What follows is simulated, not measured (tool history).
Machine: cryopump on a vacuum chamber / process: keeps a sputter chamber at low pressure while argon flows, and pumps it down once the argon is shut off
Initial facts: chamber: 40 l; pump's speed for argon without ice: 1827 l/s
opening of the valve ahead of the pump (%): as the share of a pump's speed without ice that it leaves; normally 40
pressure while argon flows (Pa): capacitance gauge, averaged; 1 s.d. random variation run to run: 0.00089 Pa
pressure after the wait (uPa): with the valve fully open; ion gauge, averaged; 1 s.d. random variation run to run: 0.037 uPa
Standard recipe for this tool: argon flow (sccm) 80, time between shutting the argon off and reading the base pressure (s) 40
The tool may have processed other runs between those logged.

| run | hour | argon flow (sccm) | time between shutting the argon off and reading the base pressure (s) | opening of the valve ahead of the pump (%) | pressure while argon flows (Pa) | pressure after the wait (uPa) |
|---|---|---|---|---|---|---|
| 1 | 0.0 | 80 | 40 | 40 | 0.1939 | 2.11 |
| 2 | 20.0 | 80 | 65 | 40 | 0.1956 | 1.42 |
| 3 | 31.9 | 80 | 40 | 40 | 0.1959 | 2.19 |
| 4 | 48.0 | 80 | 40 | 40 | 0.1953 | 2.28 |
| 5 | 61.8 | 80 | 40 | 20 | 0.3859 | 2.10 |
| 6 | 76.0 | 80 | 40 | 20 | 0.3815 | 2.10 |
| 7 | 95.6 | 80 | 40 | 20 | 0.3845 | 2.11 |
| 8 | 110.8 | 80 | 40 | 15 | 0.5095 | 2.21 |
| 9 | 127.7 | 80 | 40 | 40 | 0.2031 | 2.21 |
| 10 | 144.8 | 80 | 40 | 40 | 0.2027 | 2.17 |
| 11 | 161.9 | 80 | 40 | 40 | 0.2045 | 2.16 |
| 12 | 184.6 | 52 | 40 | 40 | 0.1336 | 2.16 |
| 13 | 210.3 | 52 | 40 | 40 | 0.1346 | 2.21 |
| 14 | 230.7 | 52 | 40 | 40 | 0.1353 | 2.22 |
| 15 | 255.6 | 52 | 40 | 40 | 0.1356 | 2.25 |
| 16 | 269.5 | 52 | 40 | 40 | 0.1377 | 2.20 |
| 17 | 294.4 | 80 | 40 | 40 | 0.2141 | 2.19 |
| 18 | 318.9 | 80 | 40 | 40 | 0.2154 | 2.22 |
| 19 | 330.7 | 80 | 40 | 40 | 0.2152 | 2.24 |
| 20 | 356.0 | 113 | 40 | 40 | 0.3090 | 2.27 |
| 21 | 366.7 | 113 | 40 | 40 | 0.3117 | 2.27 |
| 22 | 382.6 | 124 | 141 | 39 | 0.3478 | 0.88 |
| 23 | 399.4 | 124 | 188 | 21 | 0.5978 | 0.74 |
| 24 | 410.4 | 124 | 188 | 21 | 0.6036 | 0.73 |
| 25 | 432.4 | 34 | 82 | 26 | 0.1213 | 1.19 |
| 26 | 450.0 | 34 | 82 | 26 | 0.1224 | 1.17 |
| 27 | 471.1 | 75 | 40 | 48 | 0.1486 | 2.22 |
| 28 | 493.1 | 75 | 36 | 48 | 0.1500 | 2.43 |
| 29 | 512.5 | 75 | 36 | 48 | 0.1491 | 2.31 |
| 30 | 533.9 | 75 | 48 | 48 | 0.1501 | 1.89 |
| 31 | 559.8 | 56 | 40 | 24 | 0.2213 | 2.14 |
| 32 | 575.6 | 56 | 40 | 24 | 0.2232 | 2.19 |
| 33 | 586.8 | 56 | 40 | 24 | 0.2217 | 2.23 |

Removed from this log: 1 entry logged between the listed runs. Between which two listed runs does each belong, and how does the tool's hidden state at the listed run before it compare with that at the listed run after it?
Between runs 24 and 25: pump warmed up, emptied and cooled again (hour 429.0)
  pump's speed, % of a pump's without ice: 67 -> 99; leak into the chamber, uPa l/s: 437 -> 439
  what was measured, less what the result would be without the hidden state, pressure while argon flows (Pa): +0.0579 -> +0.0006; pressure after the wait (uPa): +0.19 -> +0.08

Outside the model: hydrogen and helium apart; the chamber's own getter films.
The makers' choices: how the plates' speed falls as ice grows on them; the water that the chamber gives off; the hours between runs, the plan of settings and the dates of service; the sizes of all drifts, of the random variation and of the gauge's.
